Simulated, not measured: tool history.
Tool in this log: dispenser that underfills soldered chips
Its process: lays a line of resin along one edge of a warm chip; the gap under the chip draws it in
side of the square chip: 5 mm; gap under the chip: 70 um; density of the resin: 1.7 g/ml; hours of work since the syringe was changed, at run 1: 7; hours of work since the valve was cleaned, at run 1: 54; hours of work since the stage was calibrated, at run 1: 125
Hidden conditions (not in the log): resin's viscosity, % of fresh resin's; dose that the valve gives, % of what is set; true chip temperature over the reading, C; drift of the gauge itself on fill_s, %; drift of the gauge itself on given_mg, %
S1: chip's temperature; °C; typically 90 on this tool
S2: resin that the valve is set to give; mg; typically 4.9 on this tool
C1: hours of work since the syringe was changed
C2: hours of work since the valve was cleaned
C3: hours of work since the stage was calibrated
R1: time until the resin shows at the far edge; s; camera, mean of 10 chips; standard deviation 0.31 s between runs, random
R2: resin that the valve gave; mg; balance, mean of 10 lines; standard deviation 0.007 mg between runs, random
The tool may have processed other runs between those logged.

run  hour   S1    S2  C1  C2   C3    R1     R2
  1     0   90   4.9   7  54  125  11.8  4.791
  2   3.3   90   4.9  10  56  127  13.2  4.786
      5.8  -- new syringe of resin
  3   7.7   90   4.9   1  59  129     9  4.789
  4  11.8   90   4.9   4  61  132  10.4  4.784
  5  16.5   90   4.9   7  64  135  11.2   4.78
  6    20   90   4.9   9  67  137    13  4.768
     22.9  -- new syringe of resin
  7  22.9   90   4.9   0  68  139   8.4  4.774
  8  26.5   90   4.9   2  71  142    10  4.772
  9  31.5   90   4.9   6  74  145  10.7  4.756
 10  35.8   89   4.9   8  77  148  14.1  4.749
     39.9  -- new syringe of resin
 11  41.6   89   4.9   1  80  151     9  4.741
 12    46   89   4.9   4  83  154  10.8  4.736
     50.4  -- dispensing valve cleaned and set on the balance
 13  52.6   89   4.9   8   1  158  12.7  4.902
 14    57  102   4.9  11   4  161  10.3  4.882
     58.2  -- new syringe of resin
 15  61.8  102  6.11   2   7  164   6.4  6.106
 16  64.8  104  6.11   4   9  166   6.8  6.104
 17  68.6  104  6.11   7  12  168     8  6.081
 18  73.2  104  6.11  10  15  171   9.4  6.074
     75.1  -- new syringe of resin
 19  78.1   86  4.48   2  18  174  10.7  4.465
 20  82.8   84  5.32   5  21  177  12.3  5.293
 21  88.3  103  5.37   9  24  181   9.2  5.329
 22  91.6   97   4.9  11  27  183  11.6  4.862
     92.2  -- new syringe of resin
 23  94.6   97   4.9   2  28  185   7.4  4.853
 24  98.2   97   4.9   4  31  187     8   4.86

Below are 5 alternative next runs, each starting from the tool's condition after run 24. Predict each:
  A  101.2  87  4.91   6  33  189   ?   ?
  B  101.2  90  4.88   6  33  189   ?   ?
  C  101.2  90   5.7   6  33  189   ?   ?
  D  101.2  80  4.74   6  33  189   ?   ?
  E  101.2  79   4.9   6  33  189   ?   ?

run    R1     R2
  A  11.9   4.87
  B  11.2  4.823
  C  11.1  5.641
  D  14.8  4.686
  E  14.8  4.867
Had the tool no hidden state, the same runs would have come out as:
run    R1     R2
  A     9  4.919
  B   8.5  4.872
  C   8.4  5.698
  D  11.3  4.734
  E  11.2  4.916
